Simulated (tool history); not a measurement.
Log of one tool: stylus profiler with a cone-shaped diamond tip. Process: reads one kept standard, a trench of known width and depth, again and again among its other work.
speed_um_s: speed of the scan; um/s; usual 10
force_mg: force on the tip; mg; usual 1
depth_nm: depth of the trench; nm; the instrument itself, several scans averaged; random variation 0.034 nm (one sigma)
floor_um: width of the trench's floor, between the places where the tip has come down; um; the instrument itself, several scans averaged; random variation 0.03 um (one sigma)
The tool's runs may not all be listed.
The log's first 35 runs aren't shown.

run	hour	speed_um_s	force_mg	scans with this tip	hours of work since the height scale was calibrated	depth_nm	floor_um
36	980.6	5	1.34	7666	848	100.37	48.37
37	1014.1	5	1.34	7789	862	100.38	48.35
38	1043.5	2	1.24	7898	874	100.31	48.31
39	1075.8	4	1.99	8017	887	100.53	48.4
40	1092.1	5	0.45	8077	894	100.17	48.34
41	1118.5	5	0.81	8174	905	100.25	48.36
42	1146.4	16	0.53	8277	916	100.17	48.25
43	1175.5	16	0.64	8384	928	100.14	48.29
44	1214.6	16	0.64	8528	944	100.21	48.28
45	1247.8	16	0.64	8650	957	100.13	48.26
46	1282.7	15	0.69	8779	972	100.21	48.27

Forecast each of these 3 alternatives for the next run:
A	1312.3	9	1.4	8888	984	?	?
B	1312.3	4	1.03	8888	984	?	?
C	1312.3	15	0.35	8888	984	?	?

run	depth_nm	floor_um
A	100.47	48.35
B	100.3	48.32
C	100	48.22
Without the tool's hidden state the same runs would have given:
run	depth_nm	floor_um
A	100.62	48.58
B	100.45	48.55
C	100.15	48.45
